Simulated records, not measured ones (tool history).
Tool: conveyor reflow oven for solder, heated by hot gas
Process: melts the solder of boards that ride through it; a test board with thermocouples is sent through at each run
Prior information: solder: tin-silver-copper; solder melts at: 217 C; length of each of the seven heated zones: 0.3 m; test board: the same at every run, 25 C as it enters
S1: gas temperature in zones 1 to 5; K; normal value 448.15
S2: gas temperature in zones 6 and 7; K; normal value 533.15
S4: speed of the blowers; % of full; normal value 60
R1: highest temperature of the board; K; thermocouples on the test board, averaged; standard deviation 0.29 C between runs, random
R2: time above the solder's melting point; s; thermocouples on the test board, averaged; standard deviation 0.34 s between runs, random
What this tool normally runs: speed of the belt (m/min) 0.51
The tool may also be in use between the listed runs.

{"run": 1, "hour": 0.0, "S1": 448.15, "S2": 533.15, "speed of the belt (m/min)": 0.51, "S4": 60, "R1": 519.45, "R2": 50.3}
{"hour": 29.5, "done": "flux residue cleaned out of gas plates and filters"}
{"run": 2, "hour": 50.3, "S1": 448.15, "S2": 533.15, "speed of the belt (m/min)": 0.51, "S4": 60, "R1": 521.05, "R2": 51.3}
{"run": 3, "hour": 82.1, "S1": 448.15, "S2": 533.15, "speed of the belt (m/min)": 0.51, "S4": 60, "R1": 521.25, "R2": 52.1}
{"run": 4, "hour": 118.2, "S1": 448.15, "S2": 531.15, "speed of the belt (m/min)": 0.51, "S4": 60, "R1": 519.25, "R2": 50.1}
{"run": 5, "hour": 145.7, "S1": 448.15, "S2": 531.15, "speed of the belt (m/min)": 0.458, "S4": 60, "R1": 522.05, "R2": 59.2}
{"run": 6, "hour": 171.3, "S1": 449.15, "S2": 531.15, "speed of the belt (m/min)": 0.458, "S4": 60, "R1": 522.35, "R2": 60.2}
{"run": 7, "hour": 192.7, "S1": 449.15, "S2": 531.15, "speed of the belt (m/min)": 0.458, "S4": 60, "R1": 521.85, "R2": 59.6}
{"run": 8, "hour": 221.7, "S1": 449.15, "S2": 531.15, "speed of the belt (m/min)": 0.495, "S4": 60, "R1": 519.95, "R2": 52.4}
{"run": 9, "hour": 251.2, "S1": 449.15, "S2": 531.15, "speed of the belt (m/min)": 0.495, "S4": 60, "R1": 520.25, "R2": 53.2}
{"run": 10, "hour": 272.6, "S1": 448.15, "S2": 533.15, "speed of the belt (m/min)": 0.444, "S4": 66, "R1": 525.65, "R2": 64.5}
{"run": 11, "hour": 315.0, "S1": 450.15, "S2": 539.15, "speed of the belt (m/min)": 0.417, "S4": 57, "R1": 530.55, "R2": 72.9}
{"hour": 327.0, "done": "flux residue cleaned out of gas plates and filters"}
{"run": 12, "hour": 341.7, "S1": 450.15, "S2": 539.15, "speed of the belt (m/min)": 0.417, "S4": 57, "R1": 531.65, "R2": 73.9}
{"run": 13, "hour": 374.1, "S1": 458.15, "S2": 538.15, "speed of the belt (m/min)": 0.51, "S4": 60, "R1": 528.25, "R2": 59.4}
{"run": 14, "hour": 408.2, "S1": 441.15, "S2": 522.15, "speed of the belt (m/min)": 0.422, "S4": 60, "R1": 515.75, "R2": 56.5}
{"run": 15, "hour": 427.5, "S1": 448.15, "S2": 533.15, "speed of the belt (m/min)": 0.428, "S4": 60, "R1": 526.25, "R2": 68}
{"run": 16, "hour": 448.1, "S1": 448.15, "S2": 533.15, "speed of the belt (m/min)": 0.428, "S4": 60, "R1": 526.05, "R2": 67.5}

Run 17 is up next; what results do you expect?
{"run": 17, "hour": 488.3, "S1": 434.15, "S2": 531.15, "speed of the belt (m/min)": 0.53, "S4": 82, "R1": "?", "R2": "?"}

{"run 17": {"R1": 522.15, "R2": 48}}
On a tool with no hidden condition, and with the same random variation, this run would have come out at R1 520.55 K, R2 46.1 s.
